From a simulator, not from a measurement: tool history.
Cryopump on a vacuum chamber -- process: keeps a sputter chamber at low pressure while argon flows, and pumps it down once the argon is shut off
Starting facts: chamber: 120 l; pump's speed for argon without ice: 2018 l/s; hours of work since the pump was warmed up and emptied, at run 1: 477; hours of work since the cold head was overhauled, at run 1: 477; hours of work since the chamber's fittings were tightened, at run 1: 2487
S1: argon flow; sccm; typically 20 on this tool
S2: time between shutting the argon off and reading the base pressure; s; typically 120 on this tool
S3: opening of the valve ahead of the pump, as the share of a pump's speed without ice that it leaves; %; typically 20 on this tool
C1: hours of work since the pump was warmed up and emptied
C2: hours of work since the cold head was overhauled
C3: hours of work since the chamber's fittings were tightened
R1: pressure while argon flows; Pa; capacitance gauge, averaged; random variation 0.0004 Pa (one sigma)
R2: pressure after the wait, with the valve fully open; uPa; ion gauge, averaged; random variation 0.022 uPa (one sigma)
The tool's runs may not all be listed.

{"run": 1, "day": 0.0, "S1": 20, "S2": 120, "S3": 20, "C1": 477, "C2": 477, "C3": 2487, "R1": 0.0847, "R2": 1.81}
{"run": 2, "day": 1.296, "S1": 10, "S2": 120, "S3": 20, "C1": 498, "C2": 498, "C3": 2508, "R1": 0.0428, "R2": 1.76}
{"run": 3, "day": 2.125, "S1": 10, "S2": 120, "S3": 20, "C1": 511, "C2": 511, "C3": 2521, "R1": 0.0429, "R2": 1.8}
{"run": 4, "day": 3.054, "S1": 9, "S2": 120, "S3": 20, "C1": 526, "C2": 526, "C3": 2536, "R1": 0.0387, "R2": 1.8}
{"run": 5, "day": 3.817, "S1": 20, "S2": 120, "S3": 18, "C1": 539, "C2": 539, "C3": 2548, "R1": 0.0953, "R2": 1.76}
{"run": 6, "day": 4.746, "S1": 20, "S2": 189, "S3": 18, "C1": 553, "C2": 553, "C3": 2563, "R1": 0.0944, "R2": 1.64}
{"run": 7, "day": 5.375, "S1": 20, "S2": 189, "S3": 18, "C1": 564, "C2": 564, "C3": 2574, "R1": 0.0947, "R2": 1.64}
{"run": 8, "day": 6.1, "S1": 20, "S2": 189, "S3": 18, "C1": 575, "C2": 575, "C3": 2585, "R1": 0.0947, "R2": 1.67}
{"run": 9, "day": 6.921, "S1": 20, "S2": 189, "S3": 18, "C1": 588, "C2": 588, "C3": 2598, "R1": 0.0947, "R2": 1.63}
{"run": 10, "day": 7.704, "S1": 20, "S2": 90, "S3": 18, "C1": 601, "C2": 601, "C3": 2611, "R1": 0.0953, "R2": 1.98}
{"run": 11, "day": 9.038, "S1": 20, "S2": 90, "S3": 18, "C1": 622, "C2": 622, "C3": 2632, "R1": 0.0952, "R2": 2.03}
{"run": 12, "day": 10.146, "S1": 20, "S2": 90, "S3": 18, "C1": 640, "C2": 640, "C3": 2650, "R1": 0.0949, "R2": 2.07}
{"run": 13, "day": 11.079, "S1": 20, "S2": 120, "S3": 20, "C1": 655, "C2": 655, "C3": 2665, "R1": 0.0854, "R2": 1.96}
{"run": 14, "day": 12.588, "S1": 20, "S2": 151, "S3": 20, "C1": 680, "C2": 680, "C3": 2689, "R1": 0.0865, "R2": 1.85}
{"run": 15, "day": 13.588, "S1": 20, "S2": 151, "S3": 20, "C1": 696, "C2": 696, "C3": 2706, "R1": 0.0864, "R2": 1.79}
{"run": 16, "day": 14.262, "S1": 25, "S2": 151, "S3": 18, "C1": 706, "C2": 706, "C3": 2716, "R1": 0.1196, "R2": 1.86}
{"run": 17, "day": 15.308, "S1": 36, "S2": 272, "S3": 16, "C1": 723, "C2": 723, "C3": 2733, "R1": 0.1927, "R2": 1.6}
{"run": 18, "day": 16.275, "S1": 36, "S2": 44, "S3": 31, "C1": 739, "C2": 739, "C3": 2749, "R1": 0.1021, "R2": 2.91}
{"run": 19, "day": 17.125, "S1": 36, "S2": 44, "S3": 31, "C1": 753, "C2": 753, "C3": 2762, "R1": 0.1012, "R2": 2.83}
{"run": 20, "day": 18.658, "S1": 36, "S2": 44, "S3": 55, "C1": 777, "C2": 777, "C3": 2787, "R1": 0.0591, "R2": 2.9}
{"run": 21, "day": 20.208, "S1": 36, "S2": 44, "S3": 55, "C1": 802, "C2": 802, "C3": 2812, "R1": 0.0596, "R2": 2.99}
{"run": 22, "day": 21.158, "S1": 20, "S2": 51, "S3": 20, "C1": 817, "C2": 817, "C3": 2827, "R1": 0.0867, "R2": 2.72}
{"run": 23, "day": 22.35, "S1": 20, "S2": 51, "S3": 20, "C1": 836, "C2": 836, "C3": 2846, "R1": 0.0866, "R2": 2.79}
{"run": 24, "day": 23.346, "S1": 20, "S2": 33, "S3": 20, "C1": 852, "C2": 852, "C3": 2862, "R1": 0.0862, "R2": 3.35}
{"run": 25, "day": 24.371, "S1": 20, "S2": 33, "S3": 20, "C1": 869, "C2": 869, "C3": 2879, "R1": 0.0865, "R2": 3.53}
{"run": 26, "day": 25.05, "S1": 15, "S2": 267, "S3": 22, "C1": 880, "C2": 880, "C3": 2890, "R1": 0.0596, "R2": 1.67}
{"run": 27, "day": 25.838, "S1": 12, "S2": 120, "S3": 20, "C1": 893, "C2": 893, "C3": 2902, "R1": 0.0515, "R2": 2.01}

Predict each of these 4 candidate next runs independently; none follows another, all start after run 27:
{"run": "A", "day": 26.858, "S1": 34, "S2": 35, "S3": 39, "C1": 909, "C2": 909, "C3": 2919, "R1": "?", "R2": "?"}
{"run": "B", "day": 26.858, "S1": 19, "S2": 171, "S3": 20, "C1": 909, "C2": 909, "C3": 2919, "R1": "?", "R2": "?"}
{"run": "C", "day": 26.858, "S1": 13, "S2": 45, "S3": 26, "C1": 909, "C2": 909, "C3": 2919, "R1": "?", "R2": "?"}
{"run": "D", "day": 26.858, "S1": 35, "S2": 27, "S3": 20, "C1": 909, "C2": 909, "C3": 2919, "R1": "?", "R2": "?"}

run=A R1=0.0781 R2=3.31
run=B R1=0.0829 R2=1.84
run=C R1=0.0442 R2=2.96
run=D R1=0.1515 R2=3.97
Stripped of hidden state, with their random variation kept, the same runs would have yielded:
run=A R1=0.0728 R2=1.97
run=B R1=0.0799 R2=0.51
run=C R1=0.0422 R2=1.59
run=D R1=0.1461 R2=2.58

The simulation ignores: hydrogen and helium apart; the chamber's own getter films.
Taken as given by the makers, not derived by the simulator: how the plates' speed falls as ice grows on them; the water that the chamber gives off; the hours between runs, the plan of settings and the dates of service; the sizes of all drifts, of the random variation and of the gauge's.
